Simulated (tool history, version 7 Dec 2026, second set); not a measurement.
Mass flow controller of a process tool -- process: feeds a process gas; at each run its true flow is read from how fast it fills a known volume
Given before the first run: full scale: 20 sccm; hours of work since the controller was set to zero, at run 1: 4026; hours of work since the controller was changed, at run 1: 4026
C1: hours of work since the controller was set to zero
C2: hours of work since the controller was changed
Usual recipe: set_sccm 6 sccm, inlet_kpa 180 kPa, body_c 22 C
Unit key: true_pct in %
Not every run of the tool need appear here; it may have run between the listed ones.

{"run": 1, "day": 0.0, "set_sccm": 6, "inlet_kpa": 180, "body_c": 22, "C1": 4026, "C2": 4026, "true_pct": 95.45}
{"run": 2, "day": 18.017, "set_sccm": 6, "inlet_kpa": 180, "body_c": 22, "C1": 4160, "C2": 4160, "true_pct": 95.49}
{"day": 36.321, "done": "controller's zero set anew"}
{"run": 3, "day": 39.317, "set_sccm": 6, "inlet_kpa": 180, "body_c": 22, "C1": 22, "C2": 4318, "true_pct": 96.56}
{"run": 4, "day": 56.796, "set_sccm": 6, "inlet_kpa": 180, "body_c": 34, "C1": 152, "C2": 4448, "true_pct": 95.93}
{"run": 5, "day": 73.421, "set_sccm": 6, "inlet_kpa": 180, "body_c": 32, "C1": 276, "C2": 4572, "true_pct": 95.95}
{"run": 6, "day": 89.175, "set_sccm": 6, "inlet_kpa": 180, "body_c": 32, "C1": 393, "C2": 4689, "true_pct": 95.96}
{"run": 7, "day": 106.146, "set_sccm": 6, "inlet_kpa": 180, "body_c": 32, "C1": 520, "C2": 4815, "true_pct": 95.8}
{"run": 8, "day": 123.638, "set_sccm": 6, "inlet_kpa": 180, "body_c": 32, "C1": 650, "C2": 4946, "true_pct": 95.67}
{"run": 9, "day": 136.9, "set_sccm": 6, "inlet_kpa": 180, "body_c": 22, "C1": 748, "C2": 5044, "true_pct": 95.96}
{"run": 10, "day": 154.488, "set_sccm": 6, "inlet_kpa": 180, "body_c": 22, "C1": 879, "C2": 5175, "true_pct": 95.9}
{"run": 11, "day": 172.854, "set_sccm": 6, "inlet_kpa": 180, "body_c": 22, "C1": 1016, "C2": 5312, "true_pct": 95.71}
{"run": 12, "day": 182.283, "set_sccm": 6, "inlet_kpa": 180, "body_c": 22, "C1": 1086, "C2": 5382, "true_pct": 95.73}
{"run": 13, "day": 198.704, "set_sccm": 6, "inlet_kpa": 180, "body_c": 22, "C1": 1208, "C2": 5504, "true_pct": 95.71}
{"run": 14, "day": 221.833, "set_sccm": 6, "inlet_kpa": 180, "body_c": 22, "C1": 1380, "C2": 5676, "true_pct": 95.63}
{"run": 15, "day": 236.008, "set_sccm": 6, "inlet_kpa": 180, "body_c": 37, "C1": 1486, "C2": 5782, "true_pct": 94.97}
{"run": 16, "day": 247.758, "set_sccm": 3, "inlet_kpa": 185, "body_c": 21, "C1": 1573, "C2": 5869, "true_pct": 94.65}
{"run": 17, "day": 257.288, "set_sccm": 8, "inlet_kpa": 180, "body_c": 32, "C1": 1644, "C2": 5940, "true_pct": 95.53}
{"run": 18, "day": 278.117, "set_sccm": 8, "inlet_kpa": 180, "body_c": 32, "C1": 1799, "C2": 6095, "true_pct": 95.31}
{"run": 19, "day": 298.829, "set_sccm": 8, "inlet_kpa": 276, "body_c": 33, "C1": 1953, "C2": 6249, "true_pct": 94.77}
{"run": 20, "day": 319.604, "set_sccm": 18, "inlet_kpa": 276, "body_c": 20, "C1": 2108, "C2": 6404, "true_pct": 96.73}
{"run": 21, "day": 329.804, "set_sccm": 18, "inlet_kpa": 276, "body_c": 20, "C1": 2184, "C2": 6479, "true_pct": 96.82}
{"run": 22, "day": 348.858, "set_sccm": 18, "inlet_kpa": 276, "body_c": 20, "C1": 2325, "C2": 6621, "true_pct": 96.6}
{"run": 23, "day": 363.775, "set_sccm": 13, "inlet_kpa": 276, "body_c": 25, "C1": 2436, "C2": 6732, "true_pct": 95.66}
{"run": 24, "day": 375.667, "set_sccm": 6, "inlet_kpa": 180, "body_c": 36, "C1": 2525, "C2": 6821, "true_pct": 94.12}
{"run": 25, "day": 396.762, "set_sccm": 6, "inlet_kpa": 180, "body_c": 36, "C1": 2682, "C2": 6978, "true_pct": 94.14}
{"run": 26, "day": 418.954, "set_sccm": 7, "inlet_kpa": 228, "body_c": 32, "C1": 2847, "C2": 7143, "true_pct": 94.4}
{"run": 27, "day": 437.058, "set_sccm": 6, "inlet_kpa": 156, "body_c": 22, "C1": 2981, "C2": 7277, "true_pct": 94.55}
{"run": 28, "day": 453.658, "set_sccm": 3, "inlet_kpa": 180, "body_c": 27, "C1": 3105, "C2": 7401, "true_pct": 92.94}

Hidden state or all else? Some run-to-run changes of true_pct, split into what the settings, what came in and random variation would give without the hidden state, and what is left for the hidden state (with any gauge scatter that isn't in both results):
The hidden state here: flow at rest that the sensor doesn't see, % of full scale; true flow over the shown one, %; drift of the gauge itself on true_pct, %.
Run 2 -> 3: controller's zero set anew. true_pct +1.07 %: hidden state +1.09, all else -0.02.
Run 19 -> 20: set_sccm 8 -> 18, body_c 33 -> 20. true_pct +1.96 %: hidden state +0.14, all else +1.82.
Run 27 -> 28: set_sccm 6 -> 3, inlet_kpa 156 -> 180, body_c 22 -> 27. true_pct -1.61 %: hidden state -0.95, all else -0.66.
